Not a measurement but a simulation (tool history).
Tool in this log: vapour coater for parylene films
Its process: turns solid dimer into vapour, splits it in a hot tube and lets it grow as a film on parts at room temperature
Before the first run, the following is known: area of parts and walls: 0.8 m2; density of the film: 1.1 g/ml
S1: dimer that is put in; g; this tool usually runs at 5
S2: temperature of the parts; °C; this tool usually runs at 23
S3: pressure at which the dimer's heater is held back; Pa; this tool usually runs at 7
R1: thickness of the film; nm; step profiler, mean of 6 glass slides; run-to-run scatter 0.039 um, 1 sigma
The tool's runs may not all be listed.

run	day	S1	S2	S3	R1
1	0	5	23	7	4020
2	1.062	5	23	7	3980
3	2.067	5	23	7	3950
4	3.512	5	23	7	3960
5	4.704	5	23	11.49	3620
6	5.475	5	23	11.49	3610
7	6.283	5	23	11.49	3600
8	7.267	5	23	11.49	3630
9	8.183	5	23	4.06	4430
10	9.038	5	23	4.06	4440
11	9.838	5	23	4.06	4460
12	11.162	5	23	4.06	4350
13	12.346	5	23	4.06	4310
14	13.133	5	23	4.06	4420
# day 13.375: trap's valve overhauled
15	14.638	5	23	6.66	3940
16	15.25	5	23	6.66	3890
17	16.338	5	23	6.66	3840
18	17.55	5	21	6.66	4180
# day 19.075: trap's valve overhauled, once more
19	19.15	5	21	6.66	4340
20	20.346	5	20	7	4460
21	21.629	5	23	7	4010
22	22.412	5	23	7	3920
23	23.083	5	23	7	3960
24	23.821	5	23	7	3930
25	24.804	5	16	3.61	5460
26	25.392	9	26	2.02	7860
27	26.379	2	25	2.56	1740
28	27.65	7	21	2.57	7270
29	28.371	5	21	2.96	5060
30	29.771	5	23	3.23	4590
31	31.075	5	23	3.23	4490
32	31.725	5	23	3.23	4620
33	32.683	5	23	3.23	4480
34	33.725	5	18	2.62	5330
35	35.162	5	18	2.62	5330
36	35.917	4	24	5.58	3010
37	36.867	6	26	6.53	4100
38	38.246	5	25	5.64	3630
39	39.454	3	25	3.43	2420
40	40.104	5	24	4.48	3910
41	41.488	4	19	7	3710
42	42.858	4	19	7	3630
43	44.15	5	22	9.65	3680
44	45.6	5	23	8.82	3520
45	46.442	5	23	8.82	3600
46	47.792	7	17	7	6920
# day 48.871: trap's valve overhauled
47	49.058	4	17	9.03	3970
48	50.171	7	25	9.92	4730

Forecast each of these 3 alternatives for the next run:
A	51.154	2	26	11.13	?
B	51.154	7	28	9.92	?
C	51.154	7	17	9.92	?

run	R1
A	1230
B	4150
C	6820
Without the tool's hidden state the same runs would have given:
run	R1
A	1290
B	4350
C	7140
